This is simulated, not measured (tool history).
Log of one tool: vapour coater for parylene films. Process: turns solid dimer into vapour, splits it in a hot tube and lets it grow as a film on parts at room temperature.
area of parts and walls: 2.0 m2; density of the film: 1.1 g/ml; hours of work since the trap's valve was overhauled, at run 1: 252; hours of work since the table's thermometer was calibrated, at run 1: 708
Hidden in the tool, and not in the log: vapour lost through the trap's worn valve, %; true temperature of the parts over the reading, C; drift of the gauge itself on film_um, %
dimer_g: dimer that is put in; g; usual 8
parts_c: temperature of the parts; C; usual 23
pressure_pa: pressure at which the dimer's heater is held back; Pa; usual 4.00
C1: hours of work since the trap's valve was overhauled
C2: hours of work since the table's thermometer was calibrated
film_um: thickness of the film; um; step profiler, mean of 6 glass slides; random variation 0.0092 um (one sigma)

{"run": 1, "hour": 0.0, "dimer_g": 8, "parts_c": 23, "pressure_pa": 4.0, "C1": 252, "C2": 708, "film_um": 2.41}
{"run": 2, "hour": 48.6, "dimer_g": 6, "parts_c": 23, "pressure_pa": 4.0, "C1": 282, "C2": 738, "film_um": 1.81}
{"run": 3, "hour": 86.9, "dimer_g": 6, "parts_c": 23, "pressure_pa": 4.0, "C1": 305, "C2": 762, "film_um": 1.801}
{"run": 4, "hour": 118.7, "dimer_g": 6, "parts_c": 23, "pressure_pa": 4.0, "C1": 325, "C2": 781, "film_um": 1.809}
{"run": 5, "hour": 165.6, "dimer_g": 8, "parts_c": 26, "pressure_pa": 4.0, "C1": 354, "C2": 810, "film_um": 2.145}
{"run": 6, "hour": 190.4, "dimer_g": 8, "parts_c": 26, "pressure_pa": 4.0, "C1": 369, "C2": 826, "film_um": 2.171}
{"run": 7, "hour": 229.8, "dimer_g": 8, "parts_c": 23, "pressure_pa": 4.0, "C1": 393, "C2": 850, "film_um": 2.355}
{"run": 8, "hour": 264.2, "dimer_g": 8, "parts_c": 23, "pressure_pa": 4.0, "C1": 414, "C2": 871, "film_um": 2.341}
{"run": 9, "hour": 292.4, "dimer_g": 8, "parts_c": 23, "pressure_pa": 4.0, "C1": 432, "C2": 888, "film_um": 2.34}
{"run": 10, "hour": 320.7, "dimer_g": 8, "parts_c": 23, "pressure_pa": 4.0, "C1": 449, "C2": 906, "film_um": 2.337}
{"run": 11, "hour": 350.3, "dimer_g": 10, "parts_c": 23, "pressure_pa": 4.0, "C1": 468, "C2": 924, "film_um": 2.925}
{"run": 12, "hour": 389.4, "dimer_g": 10, "parts_c": 23, "pressure_pa": 4.0, "C1": 492, "C2": 948, "film_um": 2.907}
{"run": 13, "hour": 440.3, "dimer_g": 8, "parts_c": 23, "pressure_pa": 4.0, "C1": 523, "C2": 980, "film_um": 2.326}
{"hour": 448.3, "done": "trap's valve overhauled"}
{"run": 14, "hour": 476.6, "dimer_g": 4, "parts_c": 23, "pressure_pa": 4.0, "C1": 17, "C2": 1000, "film_um": 1.251}
{"run": 15, "hour": 526.1, "dimer_g": 4, "parts_c": 23, "pressure_pa": 4.0, "C1": 48, "C2": 1030, "film_um": 1.24}
{"run": 16, "hour": 561.8, "dimer_g": 4, "parts_c": 23, "pressure_pa": 4.0, "C1": 70, "C2": 1052, "film_um": 1.243}
{"run": 17, "hour": 605.9, "dimer_g": 8, "parts_c": 23, "pressure_pa": 6.62, "C1": 97, "C2": 1079, "film_um": 2.316}
{"run": 18, "hour": 637.6, "dimer_g": 10, "parts_c": 23, "pressure_pa": 4.0, "C1": 117, "C2": 1099, "film_um": 3.078}
{"run": 19, "hour": 679.3, "dimer_g": 10, "parts_c": 23, "pressure_pa": 4.0, "C1": 142, "C2": 1124, "film_um": 3.03}
{"hour": 699.1, "done": "table's thermometer calibrated"}
{"run": 20, "hour": 721.4, "dimer_g": 10, "parts_c": 23, "pressure_pa": 4.0, "C1": 168, "C2": 14, "film_um": 3.08}
{"run": 21, "hour": 773.0, "dimer_g": 8, "parts_c": 32, "pressure_pa": 4.0, "C1": 200, "C2": 46, "film_um": 1.849}
{"run": 22, "hour": 817.2, "dimer_g": 8, "parts_c": 32, "pressure_pa": 4.0, "C1": 227, "C2": 73, "film_um": 1.825}
{"run": 23, "hour": 856.7, "dimer_g": 8, "parts_c": 23, "pressure_pa": 3.07, "C1": 251, "C2": 97, "film_um": 2.515}
{"run": 24, "hour": 889.5, "dimer_g": 8, "parts_c": 17, "pressure_pa": 4.0, "C1": 271, "C2": 117, "film_um": 2.944}
{"run": 25, "hour": 934.9, "dimer_g": 7, "parts_c": 18, "pressure_pa": 4.42, "C1": 299, "C2": 145, "film_um": 2.457}
{"run": 26, "hour": 969.6, "dimer_g": 8, "parts_c": 33, "pressure_pa": 3.45, "C1": 321, "C2": 167, "film_um": 1.781}
{"run": 27, "hour": 1001.3, "dimer_g": 7, "parts_c": 24, "pressure_pa": 4.25, "C1": 340, "C2": 186, "film_um": 2.034}
{"run": 28, "hour": 1050.6, "dimer_g": 4, "parts_c": 20, "pressure_pa": 4.25, "C1": 371, "C2": 217, "film_um": 1.294}
{"run": 29, "hour": 1090.0, "dimer_g": 4, "parts_c": 20, "pressure_pa": 4.25, "C1": 395, "C2": 241, "film_um": 1.308}
{"run": 30, "hour": 1120.7, "dimer_g": 7, "parts_c": 23, "pressure_pa": 2.58, "C1": 414, "C2": 260, "film_um": 2.189}
{"run": 31, "hour": 1143.7, "dimer_g": 8, "parts_c": 24, "pressure_pa": 4.0, "C1": 428, "C2": 274, "film_um": 2.282}
{"run": 32, "hour": 1166.0, "dimer_g": 8, "parts_c": 17, "pressure_pa": 4.0, "C1": 442, "C2": 288, "film_um": 2.866}
{"run": 33, "hour": 1187.8, "dimer_g": 10, "parts_c": 18, "pressure_pa": 4.0, "C1": 455, "C2": 301, "film_um": 3.451}
{"run": 34, "hour": 1216.6, "dimer_g": 10, "parts_c": 18, "pressure_pa": 4.0, "C1": 473, "C2": 319, "film_um": 3.441}
{"run": 35, "hour": 1242.5, "dimer_g": 12, "parts_c": 17, "pressure_pa": 5.36, "C1": 489, "C2": 335, "film_um": 4.122}
{"run": 36, "hour": 1264.3, "dimer_g": 7, "parts_c": 25, "pressure_pa": 5.72, "C1": 502, "C2": 348, "film_um": 1.858}
{"run": 37, "hour": 1290.3, "dimer_g": 7, "parts_c": 25, "pressure_pa": 5.72, "C1": 518, "C2": 364, "film_um": 1.845}
{"hour": 1304.3, "done": "trap's valve overhauled"}
{"run": 38, "hour": 1325.3, "dimer_g": 8, "parts_c": 24, "pressure_pa": 4.0, "C1": 13, "C2": 384, "film_um": 2.43}
{"run": 39, "hour": 1369.9, "dimer_g": 11, "parts_c": 16, "pressure_pa": 8.84, "C1": 40, "C2": 411, "film_um": 3.95}
{"run": 40, "hour": 1391.5, "dimer_g": 4, "parts_c": 16, "pressure_pa": 5.19, "C1": 54, "C2": 424, "film_um": 1.511}
{"run": 41, "hour": 1432.1, "dimer_g": 4, "parts_c": 23, "pressure_pa": 2.36, "C1": 79, "C2": 449, "film_um": 1.307}
{"run": 42, "hour": 1477.6, "dimer_g": 12, "parts_c": 17, "pressure_pa": 3.44, "C1": 107, "C2": 477, "film_um": 4.565}
{"run": 43, "hour": 1506.5, "dimer_g": 5, "parts_c": 15, "pressure_pa": 4.0, "C1": 125, "C2": 495, "film_um": 1.989}
{"run": 44, "hour": 1537.7, "dimer_g": 7, "parts_c": 15, "pressure_pa": 4.0, "C1": 144, "C2": 514, "film_um": 2.756}
{"run": 45, "hour": 1581.9, "dimer_g": 5, "parts_c": 20, "pressure_pa": 4.0, "C1": 171, "C2": 542, "film_um": 1.686}
{"run": 46, "hour": 1604.0, "dimer_g": 6, "parts_c": 20, "pressure_pa": 4.0, "C1": 185, "C2": 555, "film_um": 2.014}
{"run": 47, "hour": 1636.5, "dimer_g": 10, "parts_c": 32, "pressure_pa": 4.0, "C1": 205, "C2": 575, "film_um": 2.258}

Measured less the same run without the tool's hidden state. The same run-to-run variation is in both; the gauge's scatter may not be:
run=1 film_um=-0.117
run=2 film_um=-0.096
run=3 film_um=-0.103
run=4 film_um=-0.109
run=5 film_um=-0.140
run=6 film_um=-0.147
run=7 film_um=-0.170
run=8 film_um=-0.177
run=9 film_um=-0.183
run=10 film_um=-0.191
run=11 film_um=-0.247
run=12 film_um=-0.257
run=13 film_um=-0.217
run=14 film_um=-0.027
run=15 film_um=-0.033
run=16 film_um=-0.036
run=17 film_um=-0.079
run=18 film_um=-0.114
run=19 film_um=-0.125
run=20 film_um=-0.092
run=21 film_um=-0.063
run=22 film_um=-0.071
run=23 film_um=-0.106
run=24 film_um=-0.134
run=25 film_um=-0.124
run=26 film_um=-0.095
run=27 film_um=-0.115
run=28 film_um=-0.080
run=29 film_um=-0.085
run=30 film_um=-0.148
run=31 film_um=-0.160
run=32 film_um=-0.206
run=33 film_um=-0.255
run=34 film_um=-0.265
run=35 film_um=-0.329
run=36 film_um=-0.153
run=37 film_um=-0.156
run=38 film_um=-0.032
run=39 film_um=-0.067
run=40 film_um=-0.029
run=41 film_um=-0.030
run=42 film_um=-0.123
run=43 film_um=-0.058
run=44 film_um=-0.089
run=45 film_um=-0.062
run=46 film_um=-0.078
run=47 film_um=-0.094

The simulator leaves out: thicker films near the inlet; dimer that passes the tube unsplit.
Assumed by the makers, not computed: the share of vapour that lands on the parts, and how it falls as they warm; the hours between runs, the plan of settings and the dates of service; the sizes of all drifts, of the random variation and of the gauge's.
